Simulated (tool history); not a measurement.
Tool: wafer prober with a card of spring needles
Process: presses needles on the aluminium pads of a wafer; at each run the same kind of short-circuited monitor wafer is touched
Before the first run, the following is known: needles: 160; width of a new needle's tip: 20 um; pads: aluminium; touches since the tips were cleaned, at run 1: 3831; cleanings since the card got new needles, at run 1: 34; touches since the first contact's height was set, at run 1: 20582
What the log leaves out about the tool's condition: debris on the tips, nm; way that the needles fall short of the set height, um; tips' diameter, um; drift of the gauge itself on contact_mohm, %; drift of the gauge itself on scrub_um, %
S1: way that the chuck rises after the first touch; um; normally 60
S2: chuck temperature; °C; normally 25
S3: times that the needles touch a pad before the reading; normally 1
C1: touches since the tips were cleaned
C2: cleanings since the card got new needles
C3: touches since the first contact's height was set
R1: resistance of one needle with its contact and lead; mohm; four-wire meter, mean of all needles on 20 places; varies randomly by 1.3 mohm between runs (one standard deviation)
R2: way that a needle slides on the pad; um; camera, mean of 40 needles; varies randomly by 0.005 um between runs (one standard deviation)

run,hour,S1,S2,S3,C1,C2,C3,R1,R2
1,0.0,60,25,1,3831,34,20582,126,8.613
# hour 9.5: tips cleaned on abrasive film
2,13.5,60,25,1,1578,35,25804,141,8.602
# hour 27.1: tips cleaned on abrasive film
3,38.9,60,25,1,4591,36,35627,132,8.581
# hour 44.5: tips cleaned on abrasive film
4,54.0,60,25,1,3689,37,41473,129,8.574
# hour 62.2: tips cleaned on abrasive film
5,79.0,60,25,1,6519,38,51137,131,8.578
# hour 81.9: tips cleaned on abrasive film
# hour 95.0: tips cleaned on abrasive film, once more
6,107.3,60,25,3,4784,40,62091,114,8.554
# hour 114.3: tips cleaned on abrasive film
# hour 131.9: tips cleaned on abrasive film
7,131.9,60,25,1,0,42,71550,107,8.532
# hour 141.2: height of the first contact set anew
# hour 150.2: tips cleaned on abrasive film
8,163.5,60,29,1,5149,43,8618,133,8.633
# hour 170.2: tips cleaned on abrasive film
9,180.1,60,29,1,3857,44,15045,130,8.620
# hour 188.2: tips cleaned on abrasive film
10,203.2,60,29,1,5823,45,23979,133,8.606
# hour 207.2: tips cleaned on abrasive film
11,220.3,60,29,1,5097,46,30585,129,8.614
# hour 227.1: tips cleaned on abrasive film
12,239.6,60,25,1,4854,47,38055,133,8.601
# hour 245.3: tips cleaned on abrasive film
13,260.6,43,55,1,5963,48,46190,158,6.149
# hour 263.3: tips cleaned on abrasive film
14,277.4,43,55,1,5508,49,52703,159,6.134
# hour 281.7: tips cleaned on abrasive film
# hour 299.8: tips cleaned on abrasive film
15,303.9,53,125,3,1569,51,62906,125,7.556
# hour 318.9: tips cleaned on abrasive film
16,325.3,53,125,3,2509,52,71215,130,7.548
# hour 336.8: tips cleaned on abrasive film
# hour 337.1: height of the first contact set anew
17,351.5,43,25,1,5588,53,5588,156,6.184
# hour 356.2: tips cleaned on abrasive film
# hour 375.0: tips cleaned on abrasive film
18,377.5,59,29,1,972,55,15624,115,8.475
19,391.6,55,30,2,6459,55,21111,125,7.898
# hour 394.6: tips cleaned on abrasive film
20,406.2,44,30,2,4509,56,26759,133,6.315
# hour 413.3: tips cleaned on abrasive film
# hour 432.9: tips cleaned on abrasive film
21,432.9,69,105,3,0,58,37054,115,9.896
# hour 452.1: tips cleaned on abrasive film
22,459.4,53,105,3,2845,59,47328,127,7.577
# hour 469.5: tips cleaned on abrasive film
23,480.7,45,52,2,4341,60,55557,139,6.418
# hour 488.4: tips cleaned on abrasive film
24,494.1,45,52,2,2218,61,60749,133,6.412

For each run, the measured value with the value that run would have given without the tool's hidden condition subtracted. The run-to-run variation is shared by both, the gauge scatter possibly not:
run,R1,R2
1,+23,-0.030
2,+36,-0.046
3,+26,-0.056
4,+23,-0.064
5,+27,-0.070
6,+10,-0.089
7,+3,-0.109
8,+26,-0.008
9,+24,-0.014
10,+26,-0.026
11,+26,-0.034
12,+26,-0.042
13,+47,-0.049
14,+46,-0.057
15,+6,-0.075
16,+9,-0.082
17,+47,+0.000
18,+10,-0.018
19,+19,-0.019
20,+26,-0.027
21,+1,-0.043
22,+10,-0.051
23,+26,-0.062
24,+20,-0.073

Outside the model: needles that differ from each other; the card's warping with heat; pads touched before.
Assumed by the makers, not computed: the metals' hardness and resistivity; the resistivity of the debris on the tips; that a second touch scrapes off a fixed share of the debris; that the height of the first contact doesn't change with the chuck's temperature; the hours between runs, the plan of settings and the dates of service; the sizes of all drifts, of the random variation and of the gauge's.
